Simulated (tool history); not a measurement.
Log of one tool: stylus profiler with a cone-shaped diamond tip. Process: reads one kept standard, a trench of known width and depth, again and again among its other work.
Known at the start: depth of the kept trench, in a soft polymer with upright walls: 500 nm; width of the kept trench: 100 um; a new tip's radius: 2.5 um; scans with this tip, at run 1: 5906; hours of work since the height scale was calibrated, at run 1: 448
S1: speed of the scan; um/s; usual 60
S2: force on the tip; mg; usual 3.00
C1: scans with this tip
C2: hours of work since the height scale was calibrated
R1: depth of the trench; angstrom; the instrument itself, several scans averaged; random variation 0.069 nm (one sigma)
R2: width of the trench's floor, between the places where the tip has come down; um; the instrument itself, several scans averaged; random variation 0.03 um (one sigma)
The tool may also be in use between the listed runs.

run   hour  S1    S2     C1   C2      R1     R2
  1    0.0  60  3.00   5906  448  5062.2  96.28
  2   33.6  60  3.00   6256  475  5060.3  96.30
  3   64.4  17  3.00   6576  499  5060.5  96.36
  4  136.5  17  3.00   7325  556  5058.3  96.18
  5  194.8  60  3.00   7933  602  5058.4  96.12
  6  241.3  60  3.00   8416  639  5057.3  96.09
  7  277.0  60  3.00   8788  667  5058.9  95.99
  8  352.3  18  3.00   9570  726  5057.1  96.06
  9  424.1  28  2.00  10317  783  5040.5  95.93
 10  459.9  26  7.05  10690  811  5107.0  95.97
 11  497.0  26  7.05  11076  841  5108.6  95.97
 12  567.0  26  1.53  11804  896  5031.1  95.80
 13  606.7  26  6.08  12216  927  5095.3  95.87
 14  659.1  26  6.08  12761  969  5094.3  95.85
     724.5  -- height scale calibrated on a step standard
 15  730.8  26  6.08  13502    5  5107.4  95.78

5 ways to go on from here, each from the tool as it stands after run 15. What would each give?
  A  794.5  26  1.80  14165  55   ?   ?
  B  794.5  60  1.28  14165  55   ?   ?
  C  794.5  39  2.49  14165  55   ?   ?
  D  794.5  16  3.00  14165  55   ?   ?
  E  794.5  60  5.71  14165  55   ?   ?

run      R1     R2
  A  5045.0  95.62
  B  5036.1  95.52
  C  5057.6  95.65
  D  5065.6  95.68
  E  5102.0  95.62
Without the tool's hidden state the same runs would have given:
run      R1     R2
  A  5047.0  96.87
  B  5038.1  96.77
  C  5059.6  96.90
  D  5067.6  96.93
  E  5104.0  96.87
